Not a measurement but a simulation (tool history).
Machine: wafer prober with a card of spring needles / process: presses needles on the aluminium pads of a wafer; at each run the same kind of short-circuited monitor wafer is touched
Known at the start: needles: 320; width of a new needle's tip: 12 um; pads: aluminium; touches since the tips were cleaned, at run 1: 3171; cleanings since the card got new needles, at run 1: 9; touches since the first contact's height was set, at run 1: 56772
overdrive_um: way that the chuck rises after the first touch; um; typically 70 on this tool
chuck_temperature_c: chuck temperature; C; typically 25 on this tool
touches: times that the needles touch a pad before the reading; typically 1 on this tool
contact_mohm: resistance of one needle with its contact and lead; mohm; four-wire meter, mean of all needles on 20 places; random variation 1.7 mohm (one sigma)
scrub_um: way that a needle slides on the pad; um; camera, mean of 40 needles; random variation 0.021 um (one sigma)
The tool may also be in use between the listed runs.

run   hour  overdrive_um  chuck_temperature_c  touches  touches since the tips were cleaned  cleanings since the card got new needles  touches since the first contact's height was set  contact_mohm  scrub_um
  1      0            70                   25        1                                 3171                                         9                                             56772           171     18.26
       7.7  -- tips cleaned on abrasive film
  2     21            70                   25        1                                 4347                                        10                                             63610           173     18.27
      24.6  -- tips cleaned on abrasive film
  3   40.9            70                   46        1                                 5330                                        11                                             70094           179     18.25
      42.3  -- tips cleaned on abrasive film
      58.8  -- tips cleaned on abrasive film
  4   58.8            67                   46        1                                    0                                        13                                             75899           177     17.48
      76.9  -- tips cleaned on abrasive film
  5   79.3            67                   46        1                                  770                                        14                                             82580           177     17.48
      93.9  -- tips cleaned on abrasive film
  6  104.2            70                   25        1                                 3388                                        15                                             90720           172      18.3
     111.6  -- tips cleaned on abrasive film
  7  120.1            70                   25        2                                 2781                                        16                                             95880           172     18.26
     129.2  -- tips cleaned on abrasive film
  8  132.6            70                   25        1                                 1091                                        17                                             99947           176     18.29
     145.8  -- tips cleaned on abrasive film
  9  157.5            70                   25        1                                 3840                                        18                                            108075           176     18.23
       164  -- tips cleaned on abrasive film
 10  173.5            70                   25        1                                 3116                                        19                                            113286           172     18.27
     181.3  -- tips cleaned on abrasive film
 11  186.7            70                   25        1                                 1746                                        20                                            117576           173     18.28
       200  -- tips cleaned on abrasive film
 12  210.5            70                   25        1                                 3454                                        21                                            125362           174     18.27
     216.7  -- tips cleaned on abrasive film
 13    224            70                   25        1                                 2365                                        22                                            129727           174     18.27
     234.5  -- tips cleaned on abrasive film
 14  250.4            70                   25        1                                 5198                                        23                                            138349           176     18.24
     252.6  -- tips cleaned on abrasive film
     260.1  -- height of the first contact set anew
 15  267.7            70                   45        1                                 4859                                        24                                              2501           178     18.25
     269.6  -- tips cleaned on abrasive film
       287  -- tips cleaned on abrasive film
 16  291.9            70                   45        1                                 1603                                        26                                             10357           177     18.26
     304.8  -- tips cleaned on abrasive film
 17  312.1            73                  105        1                                 2373                                        27                                             16933           190     19.05
     321.7  -- tips cleaned on abrasive film
 18  332.3            73                  105        3                                 3474                                        28                                             23536           189     19.03
     339.9  -- tips cleaned on abrasive film
 19    345            73                  105        3                                 1672                                        29                                             27648           187     19.03
     357.6  -- tips cleaned on abrasive film
 20  367.3            56                   62        3                                 3190                                        30                                             34933           181     14.59
     374.3  -- tips cleaned on abrasive film
 21    388            57                   82        1                                 4492                                        31                                             41666           185     14.87
     391.5  -- tips cleaned on abrasive film
 22  404.5            57                   82        1                                 4255                                        32                                             47043           190     14.89
     408.3  -- tips cleaned on abrasive film
     425.4  -- tips cleaned on abrasive film
 23  425.4            74                   37        1                                    0                                        34                                             53833           173      19.3
 24  440.2            65                   30        2                                 4860                                        34                                             58693           175     16.95
       442  -- tips cleaned on abrasive film
 25  458.2            68                   25        1                                 5318                                        35                                             64549           178     17.74
     460.5  -- tips cleaned on abrasive film
 26  472.7            59                   25        2                                 4004                                        36                                             69257           171     15.38
     479.1  -- tips cleaned on abrasive film
 27  484.1            54                   25        1                                 1647                                        37                                             72964           175     14.06
     495.6  -- tips cleaned on abrasive film
 28  500.4            54                   25        1                                 1557                                        38                                             78257           175      14.1
     512.8  -- tips cleaned on abrasive film
 29  516.1            73                   40        1                                 1093                                        39                                             83379           178     19.02
     531.7  -- tips cleaned on abrasive film
 30  535.6            59                   78        1                                 1294                                        40                                             89751           187     15.38
     548.2  -- tips cleaned on abrasive film
 31  561.1            54                   33        1                                 4222                                        41                                             98071           176     14.09
     566.6  -- tips cleaned on abrasive film
 32  575.9            54                   33        1                                 3057                                        42                                            102881           175     14.11

Consider 4 possible next runs. They are alternatives, not a sequence: every one starts from the tool as it was left by run 32. What does each give?
       585  -- tips cleaned on abrasive film
  A  591.9            80                  114        1                                 2256                                        43                                            108090             ?         ?
       585  -- tips cleaned on abrasive film
  B  591.9            70                   40        1                                 2256                                        43                                            108090             ?         ?
       585  -- tips cleaned on abrasive film
  C  591.9            58                  101        1                                 2256                                        43                                            108090             ?         ?
       585  -- tips cleaned on abrasive film
  D  591.9            70                   25        2                                 2256                                        43                                            108090             ?         ?

run  contact_mohm  scrub_um
  A           191     20.83
  B           174     18.29
  C           192     15.13
  D           176     18.25
The same runs, with their run-to-run variation unchanged, on a tool lacking any hidden condition would have given:
run  contact_mohm  scrub_um
  A           191     20.84
  B           173     18.29
  C           192     15.13
  D           175     18.25

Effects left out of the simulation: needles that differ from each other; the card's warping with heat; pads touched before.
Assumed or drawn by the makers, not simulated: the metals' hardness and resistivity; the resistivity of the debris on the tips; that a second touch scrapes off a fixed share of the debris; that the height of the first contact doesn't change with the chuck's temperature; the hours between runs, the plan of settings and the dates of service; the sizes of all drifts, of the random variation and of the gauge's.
